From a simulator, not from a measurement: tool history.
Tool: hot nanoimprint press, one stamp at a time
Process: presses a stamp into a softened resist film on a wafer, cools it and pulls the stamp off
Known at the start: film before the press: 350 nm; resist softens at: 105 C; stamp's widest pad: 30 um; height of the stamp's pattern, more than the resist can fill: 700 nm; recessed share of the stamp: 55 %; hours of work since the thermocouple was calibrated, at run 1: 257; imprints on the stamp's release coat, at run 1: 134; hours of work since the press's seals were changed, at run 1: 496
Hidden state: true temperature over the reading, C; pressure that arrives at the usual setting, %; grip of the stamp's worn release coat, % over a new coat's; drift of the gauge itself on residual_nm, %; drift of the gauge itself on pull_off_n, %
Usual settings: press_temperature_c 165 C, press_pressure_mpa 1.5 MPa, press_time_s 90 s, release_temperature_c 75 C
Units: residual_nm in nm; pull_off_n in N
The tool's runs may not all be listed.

run,hour,press_temperature_c,press_pressure_mpa,press_time_s,release_temperature_c,hours of work since the thermocouple was calibrated,imprints on the stamp's release coat,hours of work since the press's seals were changed,residual_nm,pull_off_n
1,0,165,1.5,90,75,257,134,496,214.3,141
2,30.7,165,1.5,90,75,273,205,512,216.1,147
3,94.4,165,1.84,90,75,306,352,545,200,150
4,156.7,165,1.5,90,75,338,495,578,218.5,157
5,197.8,165,1.5,90,75,360,590,599,219.6,164
# hour 236.1: plate thermocouple calibrated
6,272.4,168,1.5,90,75,19,755,636,184.4,169
7,331.2,168,1.5,90,75,50,890,667,185.4,175
8,390.2,168,1.5,90,75,80,1026,698,186.5,169
9,462.4,168,1.5,90,75,118,1192,735,186.5,185
10,533,168,1.5,90,75,155,1355,772,188.4,188
11,573.2,168,1.5,90,75,176,1447,793,189.8,190
# hour 625.1: stamp cleaned and given a new release coat
12,637.6,168,1.5,90,75,206,29,824,191.1,136
13,699.5,165,1.5,90,74,238,172,856,218.5,153
14,770.4,165,1.5,90,75,275,335,893,219.3,151
15,815.3,168,1.5,90,75,299,438,916,194.6,155
16,891.6,165,1.04,90,75,338,614,956,253.2,161
# hour 932.3: press's hydraulic seals changed and the load cell set to zero
17,971,165,1.04,90,75,376,779,20,247.5,165
# hour 980.6: plate thermocouple calibrated
18,1043.9,158,1.5,90,67,33,940,57,264.6,201
19,1119.6,176,1.5,80,75,72,1114,96,132.1,181
20,1157.5,176,1.5,80,75,92,1201,116,132.1,188
21,1207.7,175,1.4,90,75,118,1317,142,139.5,182
22,1238.6,169,1.4,90,65,134,1388,158,179.4,226
23,1295.1,169,1.4,90,65,164,1518,187,181.5,237
# hour 1316.5: stamp cleaned and given a new release coat
24,1333.8,162,1.77,82,77,181,40,204,225.2,135
25,1397.2,162,1.77,82,77,214,186,238,225.1,139
26,1448.4,159,1.5,45,75,241,303,264,295.4,152
27,1487,159,1.5,45,75,261,393,284,297.1,158
28,1555.6,171,1.5,90,73,296,550,320,164.7,168
29,1629.9,171,2.27,56,73,335,722,359,156.7,170
30,1699,171,2.27,56,73,371,881,395,156.9,182

Measured less the same run without the tool's hidden state. The same run-to-run variation is in both; the gauge's scatter may not be:
run,residual_nm,pull_off_n
1,+13.2,+8
2,+13.8,+11
3,+15.9,+16
4,+16.3,+23
5,+17,+27
6,+6.9,+30
7,+8,+37
8,+9,+39
9,+10.2,+49
10,+11.5,+55
11,+12.3,+58
12,+13.3,+3
13,+15.3,+10
14,+16.5,+15
15,+16.5,+20
16,+15.5,+27
17,+11.1,+33
18,+1.4,+43
19,+2,+44
20,+2.5,+49
21,+3.2,+50
22,+4.5,+65
23,+5.5,+74
24,+7.4,+3
25,+8.7,+9
26,+6.9,+14
27,+7.5,+18
28,+9.2,+26
29,+11.3,+32
30,+12.5,+39
